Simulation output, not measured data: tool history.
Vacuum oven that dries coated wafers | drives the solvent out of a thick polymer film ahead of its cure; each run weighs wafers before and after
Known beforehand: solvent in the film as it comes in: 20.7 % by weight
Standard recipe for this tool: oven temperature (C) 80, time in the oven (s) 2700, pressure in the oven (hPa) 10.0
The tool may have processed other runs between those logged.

run    hour  oven temperature (C)  time in the oven (s)  pressure in the oven (hPa)  solvent left in the film (%)
  1     0.0                    80                  2700                        10.0                          3.35
  2    68.9                    80                  2700                        10.0                          3.35
  3   144.0                    80                  2700                        10.0                          3.37
  4   273.7                    91                  2700                        10.0                          0.73
  5   357.5                    91                  2700                        10.0                          0.69
  6   448.4                    91                  2700                         7.6                          0.71
  7   522.8                    74                  2700                        10.0                          6.02
  8   632.3                    74                  2700                        10.0                          6.13
      713.4  -- oven's thermocouples calibrated
  9   757.3                    74                  2700                        10.0                          5.39
 10   822.4                    77                  2700                        10.0                          4.17
 11   914.0                    77                  2700                        10.0                          4.15
 12   989.7                    80                  4380                        10.0                          1.30
 13  1066.7                    86                  1500                        38.9                          4.74
 14  1180.9                    86                  2640                         5.0                          1.27
 15  1303.6                    86                  2640                         5.0                          1.27
 16  1419.8                    83                  3420                        14.1                          1.55
 17  1536.1                    88                  1740                        22.8                          2.88
 18  1637.7                    88                  1740                        21.4                          2.79
 19  1706.6                    87                  3720                        10.0                          0.74
 20  1825.6                    82                  3960                         5.0                          1.22
 21  1925.7                    82                  3960                         5.0                          1.03
 22  2009.7                    80                  1740                        13.2                          5.87

Here are 3 independent what-if runs from the current tool condition. What would each one return?
  A  2101.1                    70                  2580                         9.3                             ?
  B  2101.1                    80                  3360                        13.2                             ?
  C  2101.1                    80                  1740                         7.3                             ?

run  solvent left in the film (%)
  A                          7.91
  B                          2.60
  C                          5.61
With no hidden state in the tool, these same runs would have given:
run  solvent left in the film (%)
  A                          7.38
  B                          2.21
  C                          5.14

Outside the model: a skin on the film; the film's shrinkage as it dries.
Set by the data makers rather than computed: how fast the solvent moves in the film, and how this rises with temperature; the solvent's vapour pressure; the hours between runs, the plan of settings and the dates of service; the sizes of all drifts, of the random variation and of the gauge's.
